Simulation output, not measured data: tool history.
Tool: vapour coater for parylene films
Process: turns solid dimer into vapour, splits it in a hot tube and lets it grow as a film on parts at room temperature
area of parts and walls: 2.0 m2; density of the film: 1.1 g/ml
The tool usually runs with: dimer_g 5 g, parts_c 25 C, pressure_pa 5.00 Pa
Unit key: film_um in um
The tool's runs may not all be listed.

run	hour	dimer_g	parts_c	pressure_pa	film_um
1	0.0	5	25	5.00	1.25
2	7.5	5	25	5.00	1.26
3	15.2	5	25	5.00	1.29
4	29.0	5	25	5.00	1.27
5	43.1	5	25	2.74	1.45
6	54.3	5	25	2.74	1.46
7	66.4	9	20	2.79	2.87
# hour 71.9: trap's valve overhauled
8	78.9	3	24	11.21	0.67
9	94.6	3	24	11.21	0.66

Run 10, settings as shown, results not yet in. Your forecast:
10	101.7	3	24	11.21	?

film_um: 0.64 um
The same run, on a tool lacking any hidden state, would have yielded film_um 0.70 um.
